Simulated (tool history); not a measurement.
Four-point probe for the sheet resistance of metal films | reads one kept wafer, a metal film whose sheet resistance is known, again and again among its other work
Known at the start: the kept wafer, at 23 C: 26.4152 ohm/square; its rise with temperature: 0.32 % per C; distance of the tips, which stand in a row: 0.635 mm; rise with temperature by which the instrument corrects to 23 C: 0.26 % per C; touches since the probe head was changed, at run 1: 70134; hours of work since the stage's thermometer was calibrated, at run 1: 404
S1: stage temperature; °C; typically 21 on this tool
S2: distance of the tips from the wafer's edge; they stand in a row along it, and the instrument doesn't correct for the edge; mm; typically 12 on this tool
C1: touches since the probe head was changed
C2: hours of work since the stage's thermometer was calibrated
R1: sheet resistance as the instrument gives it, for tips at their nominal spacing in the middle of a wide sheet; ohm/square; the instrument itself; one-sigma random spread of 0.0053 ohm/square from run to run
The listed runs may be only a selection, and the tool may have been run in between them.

| run | hour | S1 | S2 | C1 | C2 | R1 |
|---|---|---|---|---|---|---|
| 1 | 0.0 | 21 | 12 | 70134 | 404 | 26.233198 |
| 2 | 98.1 | 21 | 21 | 72490 | 460 | 26.201665 |
| 3 | 197.0 | 21 | 21 | 74866 | 516 | 26.193963 |
| 4 | 243.3 | 21 | 21 | 75979 | 542 | 26.192391 |
| 5 | 300.3 | 21 | 4 | 77348 | 574 | 26.533178 |
| 6 | 398.6 | 21 | 4 | 79709 | 630 | 26.528110 |
| 7 | 466.6 | 21 | 28 | 81341 | 668 | 26.186304 |
| 8 | 554.9 | 21 | 28 | 83463 | 718 | 26.163060 |
| 9 | 609.6 | 23 | 12 | 84775 | 749 | 26.227633 |
| 10 | 683.9 | 23 | 12 | 86560 | 791 | 26.214943 |
| 11 | 749.2 | 23 | 12 | 88129 | 828 | 26.215874 |
| 12 | 822.3 | 23 | 12 | 89885 | 870 | 26.213386 |
| 13 | 922.3 | 23 | 12 | 92286 | 926 | 26.196423 |
| 14 | 1000.2 | 21 | 5 | 94157 | 970 | 26.346401 |
| 15 | 1088.6 | 22 | 12 | 96280 | 1020 | 26.170068 |
| 16 | 1181.2 | 22 | 12 | 98506 | 1073 | 26.162954 |
| 17 | 1269.7 | 22 | 12 | 100631 | 1123 | 26.153762 |
|  | 1277.6 | stage's thermometer calibrated |
| 18 | 1355.6 | 21 | 12 | 102682 | 44 | 26.128076 |
| 19 | 1433.2 | 23 | 21 | 104545 | 88 | 26.118660 |
|  | 1537.0 | stage's thermometer calibrated, once more |
| 20 | 1537.1 | 30 | 44 | 107030 | 0 | 26.241687 |
| 21 | 1579.2 | 32 | 44 | 108040 | 24 | 26.257016 |
| 22 | 1668.4 | 30 | 68 | 110183 | 74 | 26.227896 |
| 23 | 1759.9 | 30 | 68 | 112379 | 126 | 26.217380 |
| 24 | 1836.5 | 19 | 37 | 114220 | 170 | 26.060945 |
| 25 | 1878.9 | 29 | 5 | 115239 | 194 | 26.422956 |
| 26 | 1978.4 | 29 | 5 | 117628 | 250 | 26.414847 |
| 27 | 2034.7 | 29 | 5 | 118980 | 282 | 26.401880 |
| 28 | 2099.1 | 28 | 37 | 120526 | 318 | 26.162531 |
| 29 | 2170.8 | 28 | 37 | 122249 | 359 | 26.169884 |
| 30 | 2223.7 | 20 | 5 | 123519 | 389 | 26.244777 |
| 31 | 2306.1 | 33 | 15 | 125499 | 436 | 26.237323 |
| 32 | 2360.1 | 19 | 18 | 126796 | 466 | 26.017847 |
| 33 | 2412.1 | 19 | 18 | 128044 | 496 | 26.017272 |
| 34 | 2459.8 | 19 | 18 | 129189 | 523 | 26.017785 |
| 35 | 2562.4 | 19 | 18 | 131654 | 581 | 26.003858 |
| 36 | 2637.3 | 21 | 26 | 133452 | 623 | 26.022386 |

Below, some changes in R1 between adjacent runs. For each, the amount present without the hidden state too (settings, incoming material, random variation) and the amount remaining for the hidden state with gauge scatter not shared by both compared results:
Hidden conditions of the tool in this case: inner tips' distance over the nominal, %; tips' flats over new ones', %; wafer's true temperature over the reading, C; drift of the gauge itself on sheet_ohm, %.
Run 4 -> 5: S2 21 -> 4. R1 +0.340787 ohm/square: hidden state -0.007002, all else +0.347789.
Run 6 -> 7: S2 4 -> 28. R1 -0.341806 ohm/square: hidden state -0.002686, all else -0.339120.
Run 17 -> 18: S1 22 -> 21, stage's thermometer calibrated. R1 -0.025686 ohm/square: hidden state -0.015404, all else -0.010282.
Run 19 -> 20: S1 23 -> 30, S2 21 -> 44, stage's thermometer calibrated, once more. R1 +0.123027 ohm/square: hidden state +0.016080, all else +0.106947.
Run 24 -> 25: S1 19 -> 29, S2 37 -> 5. R1 +0.362011 ohm/square: hidden state -0.007499, all else +0.369510.
Run 34 -> 35: no setting touched and nothing written in the log between the runs. R1 -0.013927 ohm/square: hidden state -0.008172, all else -0.005755.

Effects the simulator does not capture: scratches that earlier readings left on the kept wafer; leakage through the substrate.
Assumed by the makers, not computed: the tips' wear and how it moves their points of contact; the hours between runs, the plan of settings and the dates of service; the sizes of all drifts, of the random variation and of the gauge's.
